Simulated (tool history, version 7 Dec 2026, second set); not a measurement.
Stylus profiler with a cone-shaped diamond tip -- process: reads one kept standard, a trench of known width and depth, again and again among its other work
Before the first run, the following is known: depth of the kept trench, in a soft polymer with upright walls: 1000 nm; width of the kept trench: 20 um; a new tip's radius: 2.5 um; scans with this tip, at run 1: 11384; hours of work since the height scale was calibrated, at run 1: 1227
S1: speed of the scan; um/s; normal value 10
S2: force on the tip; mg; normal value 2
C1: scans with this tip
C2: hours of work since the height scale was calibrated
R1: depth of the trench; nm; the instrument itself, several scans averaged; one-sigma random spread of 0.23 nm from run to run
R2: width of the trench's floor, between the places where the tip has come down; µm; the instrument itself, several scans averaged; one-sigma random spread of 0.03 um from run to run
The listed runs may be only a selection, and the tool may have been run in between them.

run 1 hour=0 | S1=10 S2=2 | C1=11384 C2=1227 | R1=1013.75 R2=14.31
run 2 hour=58.7 | S1=10 S2=2 | C1=11754 C2=1267 | R1=1013.88 R2=14.27
run 3 hour=98.6 | S1=10 S2=4.31 | C1=12005 C2=1294 | R1=1020.73 R2=14.19
run 4 hour=137.2 | S1=10 S2=4.31 | C1=12248 C2=1320 | R1=1021.09 R2=14.15
run 5 hour=199.5 | S1=10 S2=4.31 | C1=12640 C2=1362 | R1=1021.05 R2=14.13
run 6 hour=272.4 | S1=18 S2=4.31 | C1=13099 C2=1412 | R1=1021.37 R2=14.12
run 7 hour=350.7 | S1=10 S2=2 | C1=13593 C2=1465 | R1=1014.64 R2=13.95
run 8 hour=415.1 | S1=10 S2=2 | C1=13998 C2=1509 | R1=1014.58 R2=13.94
run 9 hour=498.6 | S1=10 S2=2 | C1=14524 C2=1565 | R1=1014.83 R2=13.85
run 10 hour=590.3 | S1=10 S2=2 | C1=15101 C2=1627 | R1=1015.11 R2=13.76
run 11 hour=640.7 | S1=10 S2=2.07 | C1=15419 C2=1662 | R1=1015.59 R2=13.74
-- hour=675.5 height scale calibrated on a step standard
run 12 hour=729.2 | S1=6 S2=2.07 | C1=15972 C2=36 | R1=1010.47 R2=13.66
run 13 hour=793.1 | S1=6 S2=2.07 | C1=16375 C2=80 | R1=1010.62 R2=13.68
run 14 hour=863.3 | S1=24 S2=2.07 | C1=16817 C2=127 | R1=1010.8 R2=13.49
run 15 hour=940.3 | S1=33 S2=0.78 | C1=17302 C2=180 | R1=1006.33 R2=13.35
run 16 hour=988.6 | S1=9 S2=0.69 | C1=17606 C2=213 | R1=1005.75 R2=13.45
run 17 hour=1035.9 | S1=9 S2=0.69 | C1=17904 C2=245 | R1=1005.79 R2=13.45
run 18 hour=1092.8 | S1=9 S2=0.69 | C1=18262 C2=283 | R1=1005.73 R2=13.45
run 19 hour=1131.6 | S1=13 S2=5.58 | C1=18506 C2=310 | R1=1021.44 R2=13.42
run 20 hour=1210.1 | S1=13 S2=5.58 | C1=19001 C2=363 | R1=1021.67 R2=13.32
run 21 hour=1296.2 | S1=4 S2=1.89 | C1=19543 C2=421 | R1=1011.53 R2=13.26
run 22 hour=1381.5 | S1=15 S2=2.26 | C1=20079 C2=479 | R1=1013.09 R2=13.13
run 23 hour=1457 | S1=9 S2=1.27 | C1=20555 C2=530 | R1=1009.01 R2=13.09
run 24 hour=1521.5 | S1=3 S2=1.23 | C1=20961 C2=574 | R1=1008.82 R2=13.09

Forecast each of these 5 alternatives for the next run:
run A hour=1587.2 | S1=8 S2=2.86 | C1=21375 C2=619 | R1=? R2=?
run B hour=1587.2 | S1=6 S2=0.87 | C1=21375 C2=619 | R1=? R2=?
run C hour=1587.2 | S1=10 S2=1.23 | C1=21375 C2=619 | R1=? R2=?
run D hour=1587.2 | S1=4 S2=0.8 | C1=21375 C2=619 | R1=? R2=?
run E hour=1587.2 | S1=3 S2=1.47 | C1=21375 C2=619 | R1=? R2=?

run=A R1=1014.97 R2=13.03
run=B R1=1008.03 R2=13.04
run=C R1=1009 R2=12.97
run=D R1=1007.45 R2=13.09
run=E R1=1009.96 R2=13
With the hidden condition removed and each run's random variation left untouched, the same runs would have given:
run=A R1=1013.08 R2=15.99
run=B R1=1006.16 R2=15.99
run=C R1=1007.12 R2=15.93
run=D R1=1005.58 R2=16.04
run=E R1=1008.08 R2=15.96
